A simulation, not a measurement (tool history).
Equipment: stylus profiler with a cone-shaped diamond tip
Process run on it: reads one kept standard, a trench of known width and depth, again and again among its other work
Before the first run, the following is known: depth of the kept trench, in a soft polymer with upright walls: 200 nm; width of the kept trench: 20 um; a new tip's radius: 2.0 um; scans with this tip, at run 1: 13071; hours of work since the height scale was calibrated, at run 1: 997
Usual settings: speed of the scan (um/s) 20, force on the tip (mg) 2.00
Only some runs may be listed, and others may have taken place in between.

run,hour,speed of the scan (um/s),force on the tip (mg),scans with this tip,hours of work since the height scale was calibrated,depth of the trench (angstrom),width of the trench's floor (µm)
1,0.0,20,2.00,13071,997,2034.3,17.59
2,28.1,20,2.00,13320,1016,2034.6,17.58
3,53.4,20,2.00,13543,1033,2035.9,17.60
4,89.7,20,2.00,13863,1058,2035.8,17.53
5,114.6,20,2.00,14083,1075,2036.0,17.54
6,149.4,20,2.00,14390,1098,2034.6,17.53
7,174.9,20,2.00,14615,1115,2035.7,17.52
8,207.5,20,2.00,14903,1137,2037.3,17.44
9,241.2,20,1.85,15201,1160,2034.7,17.56
10,264.3,20,1.85,15405,1176,2034.2,17.50
11,284.0,18,1.85,15579,1189,2034.3,17.46
12,304.9,18,1.85,15763,1203,2036.3,17.45
13,331.1,7,1.85,15995,1221,2035.9,17.52
14,363.1,7,1.85,16277,1242,2037.5,17.49
# hour 365.3: height scale calibrated on a step standard
15,390.3,20,0.90,16512,17,2028.1,17.41
16,418.6,20,0.90,16763,36,2027.3,17.45
17,455.8,20,0.90,17091,61,2027.6,17.43
# hour 458.7: height scale calibrated on a step standard, once more
18,480.4,5,3.14,17304,15,2037.6,17.44
19,512.3,9,3.24,17585,36,2038.1,17.49
20,544.5,9,3.24,17870,58,2039.8,17.43

What will run 21 give?
21,574.9,9,3.24,18139,78,?,?

depth of the trench (angstrom): 2039.8
width of the trench's floor (µm): 17.44
Without the tool's hidden state the same run would have given depth of the trench (angstrom) 2038.5, width of the trench's floor (µm) 18.26.
